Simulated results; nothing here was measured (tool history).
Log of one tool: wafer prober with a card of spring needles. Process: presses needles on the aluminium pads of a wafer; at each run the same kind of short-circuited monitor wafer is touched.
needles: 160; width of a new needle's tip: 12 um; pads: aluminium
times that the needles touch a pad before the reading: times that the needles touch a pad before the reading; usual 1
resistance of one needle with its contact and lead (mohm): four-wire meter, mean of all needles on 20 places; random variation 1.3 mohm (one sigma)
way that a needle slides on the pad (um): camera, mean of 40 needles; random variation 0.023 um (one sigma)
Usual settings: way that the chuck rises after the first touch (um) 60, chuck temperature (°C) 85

run	day	way that the chuck rises after the first touch (um)	chuck temperature (°C)	times that the needles touch a pad before the reading	resistance of one needle with its contact and lead (mohm)	way that a needle slides on the pad (um)
1	0	60	85	1	176	15.32
# day 0.342: tips cleaned on abrasive film
# day 1.45: tips cleaned on abrasive film
2	1.479	60	85	1	122	15.27
# day 2.546: tips cleaned on abrasive film
3	2.721	60	85	1	133	15.26
# day 3.688: tips cleaned on abrasive film
4	3.883	50	85	1	147	12.69
# day 4.562: tips cleaned on abrasive film, once more
5	5.612	50	85	1	199	12.69
# day 5.775: tips cleaned on abrasive film
6	6.6	60	43	1	167	15.19
# day 6.938: tips cleaned on abrasive film
# day 8.142: tips cleaned on abrasive film
7	8.433	60	85	2	136	15.2
# day 9.254: tips cleaned on abrasive film
8	9.892	60	85	1	168	15.23
# day 10.321: tips cleaned on abrasive film
9	10.804	60	85	3	129	15.17
# day 11.438: tips cleaned on abrasive film
# day 12.533: tips cleaned on abrasive film
10	12.642	60	85	1	128	15.15
# day 13.654: tips cleaned on abrasive film
11	14.512	50	85	1	195	12.58
# day 14.796: tips cleaned on abrasive film
12	15.546	60	85	1	173	15.09
# day 15.954: tips cleaned on abrasive film
13	16.967	60	85	2	149	15.1
# day 17.104: tips cleaned on abrasive film
# day 18.275: tips cleaned on abrasive film
14	18.55	60	85	2	131	15.06
# day 19.408: tips cleaned on abrasive film
15	20.292	60	85	2	152	15.1
# day 20.508: tips cleaned on abrasive film
# day 21.6: tips cleaned on abrasive film
16	21.6	60	46	2	111	15
# day 22.662: tips cleaned on abrasive film
17	22.904	60	46	2	126	15.03
# day 23.75: tips cleaned on abrasive film
18	24.579	63	46	2	145	15.8
# day 24.908: tips cleaned on abrasive film
19	25.388	41	38	2	162	10.12
# day 25.967: height of the first contact set anew
# day 26.121: tips cleaned on abrasive film
20	26.996	41	38	2	186	10.46
# day 27.271: tips cleaned on abrasive film
# day 28.367: tips cleaned on abrasive film
21	28.733	43	110	1	181	10.93
# day 29.546: tips cleaned on abrasive film
22	30.283	60	117	1	179	15.27
# day 30.738: tips cleaned on abrasive film
23	31.329	60	117	1	172	15.23
# day 31.896: tips cleaned on abrasive film
24	32.65	60	85	2	147	15.25
# day 32.975: tips cleaned on abrasive film
# day 34.1: tips cleaned on abrasive film
25	34.5	68	102	1	152	17.28
# day 35.167: tips cleaned on abrasive film
26	35.675	46	44	2	156	11.6
# day 36.254: tips cleaned on abrasive film
27	37.042	46	36	2	167	11.59
# day 37.338: tips cleaned on abrasive film
28	38.033	54	119	2	155	13.64
# day 38.396: tips cleaned on abrasive film
29	39.288	60	52	1	177	15.21

Forecast each of these 4 alternatives for the next run:
# day 39.479: tips cleaned on abrasive film
# day 40.604: tips cleaned on abrasive film
A	41.067	60	26	2	?	?
# day 39.479: tips cleaned on abrasive film
# day 40.604: tips cleaned on abrasive film
B	41.067	47	77	2	?	?
# day 39.479: tips cleaned on abrasive film
# day 40.604: tips cleaned on abrasive film
C	41.067	63	52	1	?	?
# day 39.479: tips cleaned on abrasive film
# day 40.604: tips cleaned on abrasive film
D	41.067	63	33	2	?	?

run	resistance of one needle with its contact and lead (mohm)	way that a needle slides on the pad (um)
A	138	15.13
B	155	11.83
C	151	15.91
D	133	15.9
Without the tool's hidden state the same runs would have given:
run	resistance of one needle with its contact and lead (mohm)	way that a needle slides on the pad (um)
A	108	15.32
B	114	12.02
C	108	16.09
D	106	16.09
